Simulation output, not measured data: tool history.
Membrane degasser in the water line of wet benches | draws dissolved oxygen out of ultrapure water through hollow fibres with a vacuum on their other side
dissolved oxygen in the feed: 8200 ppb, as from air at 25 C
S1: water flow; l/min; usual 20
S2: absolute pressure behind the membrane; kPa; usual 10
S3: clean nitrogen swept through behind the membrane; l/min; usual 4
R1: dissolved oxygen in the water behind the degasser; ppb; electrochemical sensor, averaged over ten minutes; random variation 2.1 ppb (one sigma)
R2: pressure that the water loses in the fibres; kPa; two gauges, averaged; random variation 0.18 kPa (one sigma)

run 1 day=0 | S1=20 S2=10 S3=4 | R1=208.2 R2=31.19
run 2 day=3.717 | S1=20 S2=7.8 S3=4 | R1=181.8 R2=31.36
run 3 day=5.804 | S1=20 S2=7.8 S3=4 | R1=180.1 R2=30.97
run 4 day=9.438 | S1=18 S2=10 S3=4 | R1=158.6 R2=27.89
run 5 day=11.954 | S1=20 S2=10 S3=1.85 | R1=287 R2=31.33
run 6 day=14.2 | S1=20 S2=10 S3=4 | R1=203.1 R2=31.36
run 7 day=16.529 | S1=20 S2=10 S3=4 | R1=207.4 R2=31.5
run 8 day=18.546 | S1=20 S2=10 S3=4 | R1=206.6 R2=31.45
run 9 day=22.133 | S1=20 S2=10.6 S3=4 | R1=213.5 R2=31.18
run 10 day=24.025 | S1=20 S2=10.6 S3=4 | R1=213.7 R2=31.06
run 11 day=27.467 | S1=24 S2=10.6 S3=4 | R1=337.5 R2=37.52
run 12 day=30.146 | S1=24 S2=10.6 S3=4 | R1=339.6 R2=37.72
run 13 day=32.842 | S1=24 S2=10.6 S3=4 | R1=335.3 R2=37.58
run 14 day=36.075 | S1=24 S2=10.6 S3=3.63 | R1=345.4 R2=37.37
run 15 day=38.429 | S1=20 S2=10 S3=4.35 | R1=201.1 R2=31.49
run 16 day=41.225 | S1=20 S2=10 S3=4.35 | R1=202.9 R2=31.36
run 17 day=44.567 | S1=20 S2=10 S3=2.13 | R1=265.5 R2=31.47
run 18 day=46.196 | S1=20 S2=10 S3=2.13 | R1=269.2 R2=31.09
run 19 day=48.65 | S1=20 S2=10 S3=2.13 | R1=270 R2=31.21
run 20 day=50.204 | S1=13 S2=8.8 S3=4 | R1=63.7 R2=20.21
run 21 day=52.975 | S1=27 S2=13.2 S3=7.83 | R1=408.1 R2=42.38
run 22 day=56.071 | S1=27 S2=13.2 S3=7.83 | R1=405.2 R2=42.37
run 23 day=59.754 | S1=20 S2=8.2 S3=2.63 | R1=216 R2=31.15
run 24 day=62.958 | S1=30 S2=7.6 S3=4.81 | R1=495.8 R2=46.92
run 25 day=65.65 | S1=20 S2=12.5 S3=4 | R1=235.8 R2=31.14
run 26 day=69.021 | S1=13 S2=11.6 S3=1.6 | R1=177 R2=20.42
run 27 day=72.017 | S1=13 S2=11.6 S3=1.6 | R1=180 R2=20.53
run 28 day=73.888 | S1=30 S2=10 S3=2.79 | R1=582.4 R2=46.73
run 29 day=76.579 | S1=30 S2=10 S3=2.79 | R1=585.5 R2=46.77
run 30 day=80.325 | S1=13 S2=10 S3=3.62 | R1=78 R2=20.09
run 31 day=81.95 | S1=18 S2=18.7 S3=4.24 | R1=239.7 R2=28.51
run 32 day=84.371 | S1=21 S2=13.3 S3=8.39 | R1=209.2 R2=32.78
run 33 day=86.608 | S1=31 S2=19.8 S3=4 | R1=736.7 R2=47.8

Forecast each of these 3 alternatives for the next run:
run A day=89.042 | S1=20 S2=9.2 S3=10.61 | R1=? R2=?
run B day=89.042 | S1=12 S2=19.8 S3=2.48 | R1=? R2=?
run C day=89.042 | S1=29 S2=21.6 S3=4 | R1=? R2=?

run=A R1=156.4 R2=31.53
run=B R1=204.8 R2=18.89
run=C R1=679.7 R2=45.38
Without the tool's hidden state the same runs would have given:
run=A R1=156.1 R2=31.51
run=B R1=204.6 R2=18.88
run=C R1=678.9 R2=45.35
